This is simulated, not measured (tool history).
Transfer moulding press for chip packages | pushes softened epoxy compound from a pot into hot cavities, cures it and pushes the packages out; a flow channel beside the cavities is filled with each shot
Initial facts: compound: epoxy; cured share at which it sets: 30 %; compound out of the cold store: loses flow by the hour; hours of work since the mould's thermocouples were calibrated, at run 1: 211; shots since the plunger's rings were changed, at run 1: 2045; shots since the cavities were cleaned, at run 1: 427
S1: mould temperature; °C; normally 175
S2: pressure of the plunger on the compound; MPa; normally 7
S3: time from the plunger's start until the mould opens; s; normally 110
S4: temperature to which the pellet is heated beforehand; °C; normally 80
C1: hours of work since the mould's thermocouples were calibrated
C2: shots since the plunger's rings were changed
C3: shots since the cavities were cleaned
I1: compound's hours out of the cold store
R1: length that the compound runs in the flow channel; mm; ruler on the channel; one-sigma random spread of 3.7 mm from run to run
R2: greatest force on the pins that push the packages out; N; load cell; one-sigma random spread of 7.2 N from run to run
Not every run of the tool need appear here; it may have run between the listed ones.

run	hour	S1	S2	S3	S4	C1	C2	C3	I1	R1	R2
1	0	175	7	110	80	211	2045	427	22.1	893	414
# hour 37.5: cavities cleaned with cleaning compound and waxed
2	50.9	172	7	110	80	237	2466	114	37.4	836	556
# hour 107.6: plunger's sealing rings changed
3	114.1	172	7	110	80	269	55	633	18.9	943	589
# hour 133.4: cavities cleaned with cleaning compound and waxed
4	162.9	172	7	110	80	295	459	252	27.1	897	425
# hour 222.1: cavities cleaned with cleaning compound and waxed
5	245.9	172	7	110	80	338	1155	203	45.4	811	382
6	293.5	172	7	110	80	363	1562	610	35.7	845	470
# hour 311.7: cavities cleaned with cleaning compound and waxed
7	386.8	175	6.32	110	80	412	2345	640	10.1	905	425
# hour 400.5: cavities cleaned with cleaning compound and waxed
# hour 458.2: plunger's sealing rings changed
# hour 488.8: cavities cleaned with cleaning compound and waxed
8	492.6	175	7	136	80	465	281	32	18.3	931	281
# hour 527.1: cavities cleaned with cleaning compound and waxed, once more
9	596.7	175	7.96	136	80	519	1158	595	17.8	987	368
# hour 616.4: cavities cleaned with cleaning compound and waxed
10	680.3	175	7.96	136	80	562	1858	545	11.6	1004	379
# hour 707.2: cavities cleaned with cleaning compound and waxed
11	757.6	175	7.96	136	80	603	2505	430	39.6	866	347
# hour 795.2: cavities cleaned with cleaning compound and waxed
# hour 813.1: plunger's sealing rings changed
12	864.6	175	7.96	136	80	657	441	572	8.3	1040	380
# hour 891.1: mould's thermocouples calibrated
# hour 892.6: cavities cleaned with cleaning compound and waxed
13	945.7	175	7	110	80	28	1103	454	17	925	411
# hour 983.7: cavities cleaned with cleaning compound and waxed
14	992.5	175	7	110	80	52	1490	76	15.2	928	329
15	1052.4	175	7	110	80	84	2002	588	14.7	931	420
# hour 1073.6: cavities cleaned with cleaning compound and waxed
16	1154.3	175	7	110	81	137	2859	689	43.3	798	423
# hour 1165: plunger's sealing rings changed
# hour 1166.5: cavities cleaned with cleaning compound and waxed
17	1234	175	7	121	81	177	576	576	15.7	943	372
# hour 1256.6: cavities cleaned with cleaning compound and waxed
18	1295.9	172	6.79	121	81	209	1092	336	17.6	929	370
# hour 1347.1: cavities cleaned with cleaning compound and waxed
19	1394.9	176	5.42	122	76	261	1925	408	18.5	798	351
# hour 1440.8: cavities cleaned with cleaning compound and waxed
20	1495.4	176	5.42	122	76	313	2770	466	33.1	739	359
# hour 1513.9: plunger's sealing rings changed
# hour 1529.2: cavities cleaned with cleaning compound and waxed
21	1558.2	176	7	110	84	344	365	247	26.8	897	335
# hour 1617.8: cavities cleaned with cleaning compound and waxed
22	1622.8	175	7.27	110	72	378	904	42	19.5	934	325
23	1687	175	7	102	80	412	1453	591	32.5	852	422
# hour 1705.2: cavities cleaned with cleaning compound and waxed
24	1777.7	175	7.97	102	70	459	2214	619	44.6	850	434
# hour 1794.1: cavities cleaned with cleaning compound and waxed
25	1850.4	175	7	118	80	497	2822	481	16.9	908	384

Predict each of these 3 candidate next runs independently; none follows another, all start after run 25:
# hour 1867.3: plunger's sealing rings changed
# hour 1883.8: cavities cleaned with cleaning compound and waxed
A	1950.3	180	7.24	118	80	548	696	567	25.5	?	?
# hour 1867.3: plunger's sealing rings changed
# hour 1883.8: cavities cleaned with cleaning compound and waxed
B	1950.3	169	7	119	80	548	696	567	30.1	?	?
# hour 1867.3: plunger's sealing rings changed
# hour 1883.8: cavities cleaned with cleaning compound and waxed
C	1950.3	175	5.48	133	80	548	696	567	27.1	?	?

run	R1	R2
A	895	367
B	899	459
C	783	376
With no hidden state in the tool, these same runs would have given:
run	R1	R2
A	906	268
B	910	347
C	792	277
